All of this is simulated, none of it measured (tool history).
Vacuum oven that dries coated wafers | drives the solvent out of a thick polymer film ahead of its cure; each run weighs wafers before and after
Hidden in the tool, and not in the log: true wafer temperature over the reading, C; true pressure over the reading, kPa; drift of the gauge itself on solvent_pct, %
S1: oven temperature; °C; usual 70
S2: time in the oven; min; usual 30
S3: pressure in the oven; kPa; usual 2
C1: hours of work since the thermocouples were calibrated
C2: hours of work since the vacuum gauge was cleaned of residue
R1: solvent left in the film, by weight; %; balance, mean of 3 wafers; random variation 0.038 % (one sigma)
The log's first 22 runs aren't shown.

Run 23, day 75.05: usual settings but S3 2.5 kPa; C1 326; C2 2008. Result: R1 2.68 %.
At day 76.908: vacuum gauge cleaned of residue and calibrated.
Run 24, day 79.012: usual settings but S3 2.5 kPa; C1 386; C2 32. Result: R1 2.65 %.
Run 25, day 82.225: usual settings but S1 76 °C, S2 29 min; C1 435; C2 81. Result: R1 1.37 %.
Run 26, day 86.908: usual settings but S1 76 °C, S2 29 min; C1 506; C2 153. Result: R1 1.38 %.
Run 27, day 89.183: usual settings but S1 68 °C, S2 25 min, S3 6.97 kPa; C1 541; C2 187. Result: R1 6.85 %.
Run 28, day 93.092: usual settings but S2 42 min, S3 1.05 kPa; C1 600; C2 247. Result: R1 1.07 %.
Run 29, day 97.325: usual settings but S2 42 min, S3 1.05 kPa; C1 665; C2 311. Result: R1 1.03 %.
Run 30, day 100.242: usual settings but S2 42 min, S3 1.05 kPa; C1 709; C2 356. Result: R1 1.05 %.

Forecast run 31:
At day 101.183: oven's thermocouples calibrated.
Run 31, day 102.242: usual settings but S2 23 min, S3 1.72 kPa; C1 16; C2 385. Result: R1 ?.

{"run 31": {"R1": 3.08}}
Without the tool's hidden state the same run would have given R1 3.08 %.
